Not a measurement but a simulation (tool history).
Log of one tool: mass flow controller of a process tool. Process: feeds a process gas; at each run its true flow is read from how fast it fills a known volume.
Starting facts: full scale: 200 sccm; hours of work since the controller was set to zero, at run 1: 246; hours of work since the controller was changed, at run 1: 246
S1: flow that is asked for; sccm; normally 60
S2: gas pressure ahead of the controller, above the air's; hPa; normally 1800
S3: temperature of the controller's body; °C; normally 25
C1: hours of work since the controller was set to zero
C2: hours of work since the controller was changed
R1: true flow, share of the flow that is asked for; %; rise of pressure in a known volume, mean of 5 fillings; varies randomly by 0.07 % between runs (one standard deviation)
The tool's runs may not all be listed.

Run 1, day 0: usual settings; C1 246; C2 246. Result: R1 98.5 %.
Run 2, day 2.479: usual settings but S3 38 °C; C1 269; C2 269. Result: R1 97.19 %.
Run 3, day 4.567: usual settings but S3 38 °C; C1 289; C2 289. Result: R1 97.21 %.
Run 4, day 7.329: usual settings but S3 38 °C; C1 316; C2 316. Result: R1 97.26 %.
Run 5, day 9.462: usual settings but S3 38 °C; C1 336; C2 336. Result: R1 97.28 %.
Run 6, day 12.067: usual settings but S2 2430 hPa; C1 361; C2 361. Result: R1 98.11 %.
Run 7, day 15.221: usual settings but S2 2430 hPa; C1 391; C2 391. Result: R1 98.04 %.
Run 8, day 17.358: usual settings but S2 2430 hPa; C1 411; C2 411. Result: R1 98.06 %.
Run 9, day 18.833: usual settings; C1 425; C2 425. Result: R1 98.61 %.
Run 10, day 21.904: usual settings; C1 454; C2 454. Result: R1 98.56 %.
Run 11, day 24.075: usual settings but S3 27 °C; C1 475; C2 475. Result: R1 98.37 %.
Run 12, day 27.371: usual settings but S2 2380 hPa; C1 506; C2 506. Result: R1 98.04 %.
Run 13, day 29.258: usual settings but S2 2380 hPa; C1 524; C2 524. Result: R1 98.03 %.
Run 14, day 31.354: usual settings but S2 2220 hPa; C1 544; C2 544. Result: R1 98.16 %.
Run 15, day 34.058: usual settings but S2 2220 hPa; C1 570; C2 570. Result: R1 98.23 %.
Run 16, day 37.379: usual settings but S1 32 sccm; C1 601; C2 601. Result: R1 98.21 %.
Run 17, day 40.392: usual settings but S1 32 sccm; C1 630; C2 630. Result: R1 98.19 %.
Run 18, day 42.517: usual settings but S1 32 sccm; C1 650; C2 650. Result: R1 98.32 %.
Run 19, day 45.55: usual settings; C1 679; C2 679. Result: R1 98.54 %.
Run 20, day 48.446: usual settings; C1 706; C2 706. Result: R1 98.65 %.
Run 21, day 50.283: usual settings; C1 724; C2 724. Result: R1 98.52 %.
Run 22, day 52: usual settings; C1 740; C2 740. Result: R1 98.59 %.
Run 23, day 54.762: usual settings; C1 767; C2 767. Result: R1 98.55 %.
Run 24, day 56.242: usual settings; C1 781; C2 781. Result: R1 98.6 %.
Run 25, day 59.467: usual settings but S2 1810 hPa; C1 811; C2 811. Result: R1 98.43 %.
Run 26, day 61.892: usual settings but S2 1810 hPa; C1 834; C2 834. Result: R1 98.52 %.
Run 27, day 63.379: usual settings but S2 1810 hPa; C1 848; C2 848. Result: R1 98.46 %.
Run 28, day 65.988: usual settings but S1 27 sccm, S2 2190 hPa, S3 21 °C; C1 873; C2 873. Result: R1 98.36 %.
Run 29, day 68.021: usual settings but S1 156 sccm, S2 1810 hPa, S3 38 °C; C1 893; C2 893. Result: R1 98.2 %.
Run 30, day 69.688: usual settings but S1 105 sccm, S2 1810 hPa, S3 32 °C; C1 908; C2 908. Result: R1 98.26 %.
Run 31, day 72.967: usual settings but S1 105 sccm, S2 1500 hPa, S3 37 °C; C1 940; C2 940. Result: R1 97.97 %.
Run 32, day 74.604: usual settings but S1 45 sccm; C1 955; C2 955. Result: R1 98.41 %.
Run 33, day 77.612: usual settings but S1 44 sccm, S2 2210 hPa, S3 26 °C; C1 984; C2 984. Result: R1 97.96 %.
Run 34, day 80.125: usual settings but S1 157 sccm; C1 1008; C2 1008. Result: R1 99.7 %.
Run 35, day 82.592: usual settings but S1 157 sccm; C1 1031; C2 1031. Result: R1 99.71 %.
Run 36, day 85.379: usual settings but S1 189 sccm, S2 1560 hPa; C1 1058; C2 1058. Result: R1 100.15 %.
Run 37, day 88.683: usual settings but S1 163 sccm, S2 1570 hPa, S3 20 °C; C1 1089; C2 1089. Result: R1 100.53 %.
Run 38, day 90.167: usual settings but S2 1900 hPa, S3 30 °C; C1 1103; C2 1103. Result: R1 97.91 %.
Run 39, day 92.654: usual settings but S1 84 sccm, S2 2160 hPa; C1 1127; C2 1127. Result: R1 98.5 %.
Run 40, day 94.438: usual settings but S2 1490 hPa, S3 20 °C; C1 1144; C2 1144. Result: R1 99.29 %.
Run 41, day 97.221: usual settings but S1 200 sccm, S2 1430 hPa, S3 31 °C; C1 1170; C2 1170. Result: R1 99.78 %.
Run 42, day 98.875: usual settings but S1 56 sccm, S2 1430 hPa, S3 28 °C; C1 1186; C2 1186. Result: R1 98.5 %.
Run 43, day 100.6: usual settings but S1 56 sccm, S2 1430 hPa, S3 28 °C; C1 1202; C2 1202. Result: R1 98.44 %.
Run 44, day 102.658: usual settings but S1 56 sccm, S2 1430 hPa, S3 28 °C; C1 1222; C2 1222. Result: R1 98.43 %.
Run 45, day 104.525: usual settings but S1 56 sccm, S2 1430 hPa, S3 28 °C; C1 1240; C2 1240. Result: R1 98.43 %.
Run 46, day 107.417: usual settings but S1 56 sccm, S2 1430 hPa, S3 28 °C; C1 1267; C2 1267. Result: R1 98.46 %.
Run 47, day 110.242: usual settings but S3 37 °C; C1 1294; C2 1294. Result: R1 97.24 %.
Run 48, day 111.917: usual settings but S1 23 sccm, S2 2200 hPa, S3 30 °C; C1 1310; C2 1310. Result: R1 97.25 %.

Below are 5 alternative next runs, each starting from the tool's condition after run 48. Predict each:
Run A, day 114.983: usual settings but S1 46 sccm, S3 26 °C; C1 1339; C2 1339. Result: R1 ?.
Run B, day 114.983: usual settings but S1 32 sccm, S2 2200 hPa, S3 24 °C; C1 1339; C2 1339. Result: R1 ?.
Run C, day 114.983: usual settings but S1 21 sccm, S2 1790 hPa, S3 26 °C; C1 1339; C2 1339. Result: R1 ?.
Run D, day 114.983: usual settings but S1 25 sccm, S2 1680 hPa, S3 24 °C; C1 1339; C2 1339. Result: R1 ?.
Run E, day 114.983: usual settings but S1 55 sccm, S2 1840 hPa; C1 1339; C2 1339. Result: R1 ?.

run     R1
  A  98.34
  B  97.92
  C  97.99
  D  98.31
  E  98.36
Without the tool's unlogged condition, the same runs would have read:
run     R1
  A  98.34
  B  97.92
  C  97.99
  D  98.31
  E  98.36
